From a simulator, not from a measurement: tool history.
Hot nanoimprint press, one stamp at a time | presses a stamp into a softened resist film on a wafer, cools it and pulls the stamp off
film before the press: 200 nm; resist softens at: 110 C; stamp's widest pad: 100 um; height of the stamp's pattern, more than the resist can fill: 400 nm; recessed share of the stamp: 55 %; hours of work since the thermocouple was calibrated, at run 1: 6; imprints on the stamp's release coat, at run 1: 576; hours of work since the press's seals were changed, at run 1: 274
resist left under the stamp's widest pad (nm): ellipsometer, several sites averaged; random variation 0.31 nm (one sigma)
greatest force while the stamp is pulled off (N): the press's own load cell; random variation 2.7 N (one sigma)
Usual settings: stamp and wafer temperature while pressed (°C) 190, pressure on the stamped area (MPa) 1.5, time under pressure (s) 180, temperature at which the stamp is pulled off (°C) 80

run   hour  stamp and wafer temperature while pressed (°C)  pressure on the stamped area (MPa)  time under pressure (s)  temperature at which the stamp is pulled off (°C)  hours of work since the thermocouple was calibrated  imprints on the stamp's release coat  hours of work since the press's seals were changed  resist left under the stamp's widest pad (nm)  greatest force while the stamp is pulled off (N)
  1      0                                             190                                 1.5                      180                                                 80                                                    6                                   576                                                 274                                          114.4                                               126
  2   24.8                                             190                                 1.5                      180                                                 80                                                   23                                   638                                                 291                                          114.4                                               128
  3   55.6                                             190                                 1.5                      180                                                 80                                                   45                                   715                                                 313                                          114.2                                               131
  4   83.4                                             198                                 1.5                      180                                                 80                                                   64                                   784                                                 332                                           82.4                                               128
  5    107                                             190                                 1.5                      180                                                 80                                                   81                                   843                                                 349                                          114.4                                               128
  6  122.1                                             190                                 1.5                      180                                                 80                                                   91                                   881                                                 359                                          114.4                                               125
  7  153.5                                             190                                 1.5                      180                                                 80                                                  113                                   959                                                 381                                          113.8                                               130
  8    184                                             190                                 1.5                      180                                                 80                                                  135                                  1035                                                 403                                            114                                               125
  9  207.6                                             190                                 1.5                      180                                                 80                                                  151                                  1094                                                 419                                          114.2                                               129
 10  236.4                                             190                                 1.5                      180                                                 80                                                  171                                  1166                                                 439                                          114.3                                               128
 11  252.5                                             190                                 1.5                      180                                                 80                                                  183                                  1206                                                 451                                          114.1                                               128
 12  279.9                                             190                                 1.5                      111                                                 80                                                  202                                  1275                                                 470                                          131.6                                               128
 13  307.6                                             190                                 1.5                      111                                                 80                                                  221                                  1344                                                 489                                          130.7                                               129
     323.5  -- stamp cleaned and given a new release coat
 14  327.8                                             190                                 1.5                      220                                                 80                                                  231                                    10                                                 499                                          107.4                                               128
 15  354.3                                             190                                 1.5                      220                                                 80                                                  250                                    76                                                 518                                            107                                               123
 16  369.8                                             196                                 2.3                      180                                                 80                                                  261                                   115                                                 529                                           71.8                                               125
     380.2  -- plate thermocouple calibrated
 17  402.7                                             196                                 2.3                      180                                                 80                                                   16                                   190                                                 550                                           72.1                                               125
 18  430.9                                             190                                 1.5                      180                                                 75                                                   35                                   260                                                 569                                          113.8                                               139
 19  454.3                                             190                                 1.5                      180                                                 75                                                   52                                   318                                                 586                                          114.2                                               138
 20  468.6                                             190                                 1.5                      180                                                 80                                                   62                                   354                                                 596                                          114.2                                               129
 21  500.3                                             182                                 1.5                      176                                                 75                                                   84                                   433                                                 618                                          151.1                                               139
 22  525.4                                             182                                 1.5                      176                                                 75                                                  102                                   496                                                 635                                          150.5                                               143
 23  541.7                                             182                                 1.5                      176                                                 75                                                  113                                   536                                                 647                                          150.8                                               139
 24  567.6                                             182                                 1.5                      176                                                 75                                                  131                                   601                                                 665                                          150.9                                               140
 25  597.1                                             191                                1.38                      176                                                 75                                                  152                                   675                                                 686                                          114.6                                               138
 26  612.1                                             186                                1.36                      234                                                 84                                                  162                                   712                                                 696                                          127.3                                               119
 27  637.6                                             186                                1.76                      147                                                 72                                                  180                                   776                                                 714                                          132.1                                               151
 28  667.6                                             200                                 1.5                      180                                                 80                                                  201                                   851                                                 735                                           75.7                                               132
 29  695.2                                             194                                   1                      130                                                 73                                                  220                                   920                                                 754                                          128.2                                               149

How the hidden state differs across the entries between the runs, from the last listed run before each to the first after it:
Between runs 13 and 14: stamp cleaned and given a new release coat (hour 323.5)
  true temperature over the reading, C: -0.04 -> -0.05; grip of the stamp's worn release coat, % over a new coat's: 1.5 -> 0
Between runs 16 and 17: plate thermocouple calibrated (hour 380.2)
  true temperature over the reading, C: -0.05 -> 0; grip of the stamp's worn release coat, % over a new coat's: 0.1 -> 0.2

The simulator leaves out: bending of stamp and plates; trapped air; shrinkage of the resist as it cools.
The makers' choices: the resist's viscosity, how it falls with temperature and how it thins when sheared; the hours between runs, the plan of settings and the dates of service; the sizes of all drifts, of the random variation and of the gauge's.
